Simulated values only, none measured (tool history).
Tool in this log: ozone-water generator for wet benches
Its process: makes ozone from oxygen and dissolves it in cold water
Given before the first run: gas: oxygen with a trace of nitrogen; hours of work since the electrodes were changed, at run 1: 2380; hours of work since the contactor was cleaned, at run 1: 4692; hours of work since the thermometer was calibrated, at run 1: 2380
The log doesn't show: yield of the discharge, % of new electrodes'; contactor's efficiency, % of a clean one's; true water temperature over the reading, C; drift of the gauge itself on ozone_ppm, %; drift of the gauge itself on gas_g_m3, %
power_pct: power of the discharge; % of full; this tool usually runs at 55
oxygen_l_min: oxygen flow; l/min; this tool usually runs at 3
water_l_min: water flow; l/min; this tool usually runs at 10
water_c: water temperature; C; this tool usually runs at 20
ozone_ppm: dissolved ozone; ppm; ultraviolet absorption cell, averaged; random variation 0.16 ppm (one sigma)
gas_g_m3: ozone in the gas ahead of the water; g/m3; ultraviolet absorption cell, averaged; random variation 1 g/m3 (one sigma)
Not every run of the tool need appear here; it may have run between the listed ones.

run	hour	power_pct	oxygen_l_min	water_l_min	water_c	hours of work since the electrodes were changed	hours of work since the contactor was cleaned	hours of work since the thermometer was calibrated	ozone_ppm	gas_g_m3
1	0	55	3	10	20	2380	4692	2380	18.9	168.5
2	122.4	55	3	10	20	2489	4800	2489	18.7	169.8
3	269.6	55	3	10	20	2619	4931	2619	18.7	170.1
4	420	55	3	10	20	2752	5064	2752	18.4	167.4
5	569.7	55	3	10	20	2885	5196	2885	18.5	167.1
6	699.2	55	3	10	20	3000	5311	3000	18.3	167.9
7	833.9	55	3	10	13	3119	5430	3119	20.6	166.2
8	940.8	55	3	10	13	3214	5525	3214	20.4	166.7
# hour 954.2: contactor cleaned
# hour 991.2: water thermometer calibrated
9	1016.1	55	3	10	15	3277	54	22	19.4	163.7
10	1122.3	55	3	10	15	3371	149	116	19	165.8
11	1263.7	55	3	10	15	3496	274	241	19.2	163.9
12	1330.1	53	5.14	10	15	3555	333	300	17.1	114.3
13	1463.7	53	5.14	10	15	3673	451	419	17.2	113.7
14	1577.2	53	2.78	10	15	3774	552	519	18.7	166.3
15	1730	69	3.64	15	16	3909	687	655	15.3	174.6
16	1881	42	3	8	20	4043	821	788	16.9	132.1
# hour 1930.5: contactor cleaned, once more
17	2023	42	3	8	20	4165	82	911	17.3	132.4
18	2138.3	55	5.13	6	20	4267	184	1013	22.3	116.3
19	2238.2	51	5.13	6	20	4356	273	1101	20.9	108.6
20	2314.6	50	2.35	6	21	4424	340	1169	25	174.2
21	2418	50	2.35	6	21	4515	432	1261	25	176.4

Below are 5 alternative next runs, each starting from the tool's condition after run 21. Predict each:
A	2568.9	50	2.35	6	21	4649	566	1394	?	?
B	2568.9	50	3.67	6	21	4649	566	1394	?	?
C	2568.9	50	2.02	6	21	4649	566	1394	?	?
D	2568.9	55	1.64	16	27	4649	566	1394	?	?
E	2568.9	48	2.35	6	26	4649	566	1394	?	?

run	ozone_ppm	gas_g_m3
A	25.4	174.3
B	22.5	131.9
C	26.1	191.5
D	10.7	235.6
E	22	171
With no hidden state in the tool, these same runs would have given:
run	ozone_ppm	gas_g_m3
A	27.9	190.5
B	24.7	144.2
C	28.6	209.3
D	11.9	260
E	24.1	186.1
